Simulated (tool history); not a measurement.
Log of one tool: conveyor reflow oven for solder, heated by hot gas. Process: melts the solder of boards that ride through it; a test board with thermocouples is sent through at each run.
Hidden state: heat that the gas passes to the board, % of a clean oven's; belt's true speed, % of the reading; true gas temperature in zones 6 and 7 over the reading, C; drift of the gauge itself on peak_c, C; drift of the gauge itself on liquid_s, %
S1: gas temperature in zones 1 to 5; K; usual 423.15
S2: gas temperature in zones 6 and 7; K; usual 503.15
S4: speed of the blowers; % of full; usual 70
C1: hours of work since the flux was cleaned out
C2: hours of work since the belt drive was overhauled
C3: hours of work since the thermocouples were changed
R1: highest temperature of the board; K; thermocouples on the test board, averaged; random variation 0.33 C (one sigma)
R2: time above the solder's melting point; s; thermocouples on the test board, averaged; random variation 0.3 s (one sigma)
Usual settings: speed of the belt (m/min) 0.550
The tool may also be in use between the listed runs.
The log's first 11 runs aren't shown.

{"run": 12, "hour": 431.4, "S1": 423.15, "S2": 503.15, "speed of the belt (m/min)": 0.547, "S4": 70, "C1": 50, "C2": 339, "C3": 566, "R1": 492.55, "R2": 74.0}
{"run": 13, "hour": 473.6, "S1": 423.15, "S2": 503.15, "speed of the belt (m/min)": 0.547, "S4": 70, "C1": 83, "C2": 372, "C3": 600, "R1": 491.95, "R2": 73.3}
{"run": 14, "hour": 517.2, "S1": 423.15, "S2": 503.15, "speed of the belt (m/min)": 0.547, "S4": 70, "C1": 118, "C2": 407, "C3": 635, "R1": 491.65, "R2": 72.9}
{"run": 15, "hour": 559.9, "S1": 423.15, "S2": 503.15, "speed of the belt (m/min)": 0.55, "S4": 58, "C1": 152, "C2": 441, "C3": 669, "R1": 489.35, "R2": 70.4}
{"run": 16, "hour": 584.6, "S1": 423.15, "S2": 503.15, "speed of the belt (m/min)": 0.55, "S4": 58, "C1": 171, "C2": 460, "C3": 688, "R1": 489.05, "R2": 69.5}
{"run": 17, "hour": 612.0, "S1": 423.15, "S2": 494.15, "speed of the belt (m/min)": 0.492, "S4": 60, "C1": 193, "C2": 482, "C3": 710, "R1": 484.35, "R2": 74.7}
{"run": 18, "hour": 641.5, "S1": 433.15, "S2": 503.15, "speed of the belt (m/min)": 0.55, "S4": 70, "C1": 217, "C2": 506, "C3": 733, "R1": 493.05, "R2": 79.8}
{"run": 19, "hour": 664.8, "S1": 433.15, "S2": 503.15, "speed of the belt (m/min)": 0.55, "S4": 70, "C1": 235, "C2": 524, "C3": 752, "R1": 492.65, "R2": 80.3}
{"run": 20, "hour": 687.6, "S1": 437.15, "S2": 513.15, "speed of the belt (m/min)": 0.466, "S4": 70, "C1": 253, "C2": 542, "C3": 770, "R1": 506.55, "R2": 105.7}
{"run": 21, "hour": 714.5, "S1": 422.15, "S2": 510.15, "speed of the belt (m/min)": 0.627, "S4": 82, "C1": 275, "C2": 564, "C3": 791, "R1": 495.95, "R2": 65.6}
{"hour": 769.4, "done": "flux residue cleaned out of gas plates and filters"}
{"run": 22, "hour": 770.0, "S1": 423.15, "S2": 505.15, "speed of the belt (m/min)": 0.55, "S4": 73, "C1": 1, "C2": 604, "C3": 832, "R1": 496.15, "R2": 77.1}
{"run": 23, "hour": 797.2, "S1": 413.15, "S2": 507.15, "speed of the belt (m/min)": 0.55, "S4": 81, "C1": 22, "C2": 625, "C3": 853, "R1": 497.65, "R2": 73.7}
{"run": 24, "hour": 846.2, "S1": 413.15, "S2": 507.15, "speed of the belt (m/min)": 0.55, "S4": 81, "C1": 61, "C2": 664, "C3": 892, "R1": 497.55, "R2": 73.0}
{"run": 25, "hour": 890.8, "S1": 434.15, "S2": 505.15, "speed of the belt (m/min)": 0.517, "S4": 76, "C1": 96, "C2": 700, "C3": 927, "R1": 499.25, "R2": 89.8}
{"run": 26, "hour": 927.7, "S1": 434.15, "S2": 505.15, "speed of the belt (m/min)": 0.517, "S4": 76, "C1": 126, "C2": 729, "C3": 957, "R1": 499.45, "R2": 89.8}
{"run": 27, "hour": 970.7, "S1": 432.15, "S2": 503.15, "speed of the belt (m/min)": 0.651, "S4": 70, "C1": 160, "C2": 763, "C3": 991, "R1": 489.75, "R2": 64.5}
{"run": 28, "hour": 1004.8, "S1": 423.15, "S2": 509.15, "speed of the belt (m/min)": 0.55, "S4": 53, "C1": 187, "C2": 790, "C3": 1018, "R1": 494.65, "R2": 74.7}
{"run": 29, "hour": 1044.7, "S1": 423.15, "S2": 509.15, "speed of the belt (m/min)": 0.55, "S4": 53, "C1": 219, "C2": 822, "C3": 1050, "R1": 494.05, "R2": 74.6}
{"run": 30, "hour": 1076.0, "S1": 437.15, "S2": 509.15, "speed of the belt (m/min)": 0.55, "S4": 53, "C1": 244, "C2": 847, "C3": 1075, "R1": 496.75, "R2": 85.2}

Forecast each of these 4 alternatives for the next run:
{"run": "A", "hour": 1099.2, "S1": 435.15, "S2": 508.15, "speed of the belt (m/min)": 0.636, "S4": 70, "C1": 262, "C2": 865, "C3": 1093, "R1": "?", "R2": "?"}
{"run": "B", "hour": 1099.2, "S1": 423.15, "S2": 500.15, "speed of the belt (m/min)": 0.57, "S4": 51, "C1": 262, "C2": 865, "C3": 1093, "R1": "?", "R2": "?"}
{"run": "C", "hour": 1099.2, "S1": 426.15, "S2": 503.15, "speed of the belt (m/min)": 0.55, "S4": 70, "C1": 262, "C2": 865, "C3": 1093, "R1": "?", "R2": "?"}
{"run": "D", "hour": 1099.2, "S1": 423.15, "S2": 512.15, "speed of the belt (m/min)": 0.579, "S4": 70, "C1": 262, "C2": 865, "C3": 1093, "R1": "?", "R2": "?"}

run=A R1=495.55 R2=70.0
run=B R1=484.85 R2=62.5
run=C R1=492.85 R2=76.0
run=D R1=498.95 R2=74.6
Without the tool's hidden state the same runs would have given:
run=A R1=493.95 R2=68.1
run=B R1=482.95 R2=59.9
run=C R1=491.05 R2=73.6
run=D R1=497.35 R2=72.4
